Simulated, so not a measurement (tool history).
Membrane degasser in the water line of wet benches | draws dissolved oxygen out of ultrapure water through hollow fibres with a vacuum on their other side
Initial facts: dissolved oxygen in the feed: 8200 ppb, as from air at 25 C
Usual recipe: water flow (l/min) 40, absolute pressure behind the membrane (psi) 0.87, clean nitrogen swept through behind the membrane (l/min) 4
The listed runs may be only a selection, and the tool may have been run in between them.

run	hour	water flow (l/min)	absolute pressure behind the membrane (psi)	clean nitrogen swept through behind the membrane (l/min)	dissolved oxygen in the water behind the degasser (ppb)	pressure that the water loses in the fibres (psi)
1	0	40	0.87	4	74.4	6.939
2	61.5	31	0.87	4	56.6	5.406
3	147.7	40	0.87	4	74.7	6.975
4	250.7	40	0.87	4	74.8	6.969
5	307.1	40	0.87	2.84	100.5	6.966
6	414.5	48	0.87	4	91.7	8.33
7	529.8	48	0.87	4	91.6	8.389
8	642.2	25	0.87	4	46	4.35
9	742.5	40	0.87	4	75.5	7.002
10	850.6	27	0.87	4	49.7	4.757
11	928.7	27	0.87	4	50.6	4.715
12	1011.9	40	0.87	4	75.7	7.008
13	1085	40	0.87	4	75.3	6.963
14	1180.9	40	0.87	4	75.3	7.039
# hour 1211.8: vacuum gauge calibrated
15	1238	40	0.87	4	78.3	6.995
16	1353.5	40	0.87	4	78.5	6.96
# hour 1387.2: vacuum gauge calibrated, once more
17	1430.6	41	1.234	4	132.8	7.124
18	1483.3	40	0.526	2.28	23.8	6.956
19	1573.1	29	0.526	1.77	19.8	5.039
20	1650.2	48	0.862	10.79	40.4	8.422
21	1731.6	40	0.676	4	41.8	6.998
22	1834.4	40	0.676	4	42	6.981
23	1944.1	40	0.715	3.51	53.2	6.991
24	2016.5	40	0.715	3.51	53.8	7.039
25	2114.6	40	0.715	3.51	53.9	7.031
26	2230.6	62	2.062	2.2	642.6	10.844
27	2307.7	26	0.87	4	47.2	4.56
28	2406	26	0.692	1.62	61.3	4.554
29	2516.9	37	1.665	6.53	119.5	6.474
30	2591.8	37	1.665	6.53	119	6.508
31	2715.5	37	1.665	6.53	119.1	6.505

Pick out some run-to-run changes in dissolved oxygen in the water behind the degasser (ppb). Of each, how much would a tool without hidden state show as well, from the settings, what came in and chance, and how much is left for the hidden state and any gauge scatter not in both results compared?
Hidden conditions of the tool in this case: membrane still open, %; true pressure behind the membrane over the reading, kPa; air that leaks in behind the membrane, l/min; drift of the gauge itself on oxygen_ppb, %; drift of the gauge itself on loss_of_pressure_kpa, %.
Run 16 -> 17: water flow (l/min) 40 -> 41, absolute pressure behind the membrane (psi) 0.87 -> 1.234, vacuum gauge calibrated, once more. dissolved oxygen in the water behind the degasser (ppb) +54.3: hidden state -5, all else +59.3.
Run 17 -> 18: water flow (l/min) 41 -> 40, absolute pressure behind the membrane (psi) 1.234 -> 0.526, clean nitrogen swept through behind the membrane (l/min) 4 -> 2.28. dissolved oxygen in the water behind the degasser (ppb) -109: hidden state -0.4, all else -108.6.
Run 25 -> 26: water flow (l/min) 40 -> 62, absolute pressure behind the membrane (psi) 0.715 -> 2.062, clean nitrogen swept through behind the membrane (l/min) 3.51 -> 2.2. dissolved oxygen in the water behind the degasser (ppb) +588.7: hidden state +3.7, all else +585.
Run 26 -> 27: water flow (l/min) 62 -> 26, absolute pressure behind the membrane (psi) 2.062 -> 0.87, clean nitrogen swept through behind the membrane (l/min) 2.2 -> 4. dissolved oxygen in the water behind the degasser (ppb) -595.4: hidden state -4.1, all else -591.3.
